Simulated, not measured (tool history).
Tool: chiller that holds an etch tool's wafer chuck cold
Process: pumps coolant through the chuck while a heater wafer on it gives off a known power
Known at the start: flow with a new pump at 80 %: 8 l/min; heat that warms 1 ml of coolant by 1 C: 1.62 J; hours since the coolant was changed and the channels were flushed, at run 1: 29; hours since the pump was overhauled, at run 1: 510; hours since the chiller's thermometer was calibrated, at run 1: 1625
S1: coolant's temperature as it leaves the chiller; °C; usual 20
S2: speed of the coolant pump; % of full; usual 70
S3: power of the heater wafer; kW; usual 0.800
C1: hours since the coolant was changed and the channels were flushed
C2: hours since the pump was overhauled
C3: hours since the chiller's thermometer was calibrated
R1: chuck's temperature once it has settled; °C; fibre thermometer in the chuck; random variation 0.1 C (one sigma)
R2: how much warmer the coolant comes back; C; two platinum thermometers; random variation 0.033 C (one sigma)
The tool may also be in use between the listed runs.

Run 1, day 0.000: usual settings; C1 29; C2 510; C3 1625. Result: R1 28.1 °C, R2 4.28 C.
Run 2, day 1.067: usual settings but S1 11 °C; C1 54; C2 535; C3 1650. Result: R1 18.9 °C, R2 4.27 C.
Run 3, day 1.925: usual settings but S1 11 °C; C1 75; C2 556; C3 1671. Result: R1 19.1 °C, R2 4.27 C.
Run 4, day 2.754: usual settings but S1 11 °C; C1 95; C2 576; C3 1691. Result: R1 18.9 °C, R2 4.31 C.
Run 5, day 3.458: usual settings but S1 11 °C; C1 112; C2 593; C3 1708. Result: R1 18.9 °C, R2 4.27 C.
Run 6, day 4.396: usual settings but S1 26 °C; C1 134; C2 615; C3 1730. Result: R1 34.2 °C, R2 4.20 C.
Run 7, day 5.829: usual settings but S1 26 °C; C1 169; C2 650; C3 1765. Result: R1 34.0 °C, R2 4.21 C.
Run 8, day 6.571: usual settings but S2 68 % of full; C1 186; C2 667; C3 1783. Result: R1 28.0 °C, R2 4.36 C.
Run 9, day 7.662: usual settings but S2 68 % of full; C1 213; C2 694; C3 1809. Result: R1 28.0 °C, R2 4.40 C.
Run 10, day 8.388: usual settings but S2 68 % of full; C1 230; C2 711; C3 1826. Result: R1 28.3 °C, R2 4.33 C.
Run 11, day 9.350: usual settings but S2 68 % of full; C1 253; C2 734; C3 1849. Result: R1 28.1 °C, R2 4.38 C.
Run 12, day 10.746: usual settings but S2 68 % of full; C1 287; C2 768; C3 1883. Result: R1 28.2 °C, R2 4.42 C.
Run 13, day 11.567: usual settings but S2 68 % of full; C1 306; C2 787; C3 1902. Result: R1 28.2 °C, R2 4.31 C.
Run 14, day 12.962: usual settings but S2 68 % of full; C1 340; C2 821; C3 1936. Result: R1 28.3 °C, R2 4.37 C.
Run 15, day 14.142: usual settings but S2 68 % of full; C1 368; C2 849; C3 1964. Result: R1 28.3 °C, R2 4.36 C.
Run 16, day 15.129: usual settings; C1 392; C2 873; C3 1988. Result: R1 27.9 °C, R2 4.11 C.
Run 17, day 16.279: usual settings but S1 14 °C, S2 65 % of full; C1 419; C2 900; C3 2016. Result: R1 22.6 °C, R2 4.50 C.
At day 16.679: chiller's thermometer calibrated.
Run 18, day 17.958: usual settings but S1 14 °C, S2 65 % of full; C1 459; C2 940; C3 31. Result: R1 22.5 °C, R2 4.55 C.
Run 19, day 19.558: usual settings but S1 14 °C, S2 61 % of full, S3 1.097 kW; C1 497; C2 978; C3 69. Result: R1 26.6 °C, R2 6.64 C.
Run 20, day 20.817: usual settings but S1 18 °C, S2 78 % of full, S3 1.097 kW; C1 527; C2 1008; C3 99. Result: R1 28.0 °C, R2 5.04 C.
Run 21, day 22.017: usual settings but S1 18 °C, S2 76 % of full, S3 0.482 kW; C1 556; C2 1037; C3 128. Result: R1 22.3 °C, R2 2.17 C.
Run 22, day 23.746: usual settings but S1 21 °C, S3 0.531 kW; C1 598; C2 1079; C3 170. Result: R1 26.3 °C, R2 2.66 C.
Run 23, day 24.879: usual settings but S1 21 °C, S2 61 % of full, S3 0.531 kW; C1 625; C2 1106; C3 197. Result: R1 27.0 °C, R2 3.07 C.
Run 24, day 26.204: usual settings but S1 21 °C, S2 61 % of full, S3 0.531 kW; C1 657; C2 1138; C3 229. Result: R1 27.3 °C, R2 3.07 C.
Run 25, day 27.000: usual settings but S1 21 °C, S2 61 % of full, S3 0.531 kW; C1 676; C2 1157; C3 248. Result: R1 27.0 °C, R2 3.05 C.
Run 26, day 27.938: usual settings but S1 21 °C, S2 61 % of full, S3 0.531 kW; C1 698; C2 1179; C3 270. Result: R1 27.2 °C, R2 2.99 C.
Run 27, day 29.033: usual settings but S2 98 % of full, S3 0.544 kW; C1 725; C2 1206; C3 297. Result: R1 23.8 °C, R2 1.74 C.
Run 28, day 30.721: usual settings but S2 98 % of full, S3 0.544 kW; C1 765; C2 1246; C3 337. Result: R1 24.0 °C, R2 1.79 C.
Run 29, day 32.204: usual settings but S1 18 °C, S2 100 % of full, S3 0.547 kW; C1 801; C2 1282; C3 373. Result: R1 21.9 °C, R2 1.75 C.
At day 33.483: gauge calibrated.
Run 30, day 33.821: usual settings but S1 18 °C, S2 100 % of full, S3 0.547 kW; C1 839; C2 1320; C3 411. Result: R1 21.8 °C, R2 1.99 C.
Run 31, day 34.792: usual settings but S1 18 °C, S2 100 % of full, S3 0.547 kW; C1 863; C2 1344; C3 435. Result: R1 21.7 °C, R2 1.99 C.

The same runs without the tool's hidden state, with the same run-to-run variation:
The hidden state here: heat passed by the chuck's channels, % of clean ones'; flow at a given pump speed, % of a new pump's; coolant's true temperature over the reading, C; drift of the gauge itself on chuck_c, C; drift of the gauge itself on warmer_back_c, C.
run    R2
  1  4.28
  2  4.28
  3  4.29
  4  4.33
  5  4.30
  6  4.24
  7  4.26
  8  4.41
  9  4.47
 10  4.40
 11  4.46
 12  4.51
 13  4.41
 14  4.48
 15  4.48
 16  4.24
 17  4.64
 18  4.70
 19  6.80
 20  5.22
 21  2.36
 22  2.87
 23  3.28
 24  3.30
 25  3.28
 26  3.23
 27  1.99
 28  2.06
 29  2.03
 30  1.99
 31  2.00
R1: within 0.1 °C of the measured result in every run.
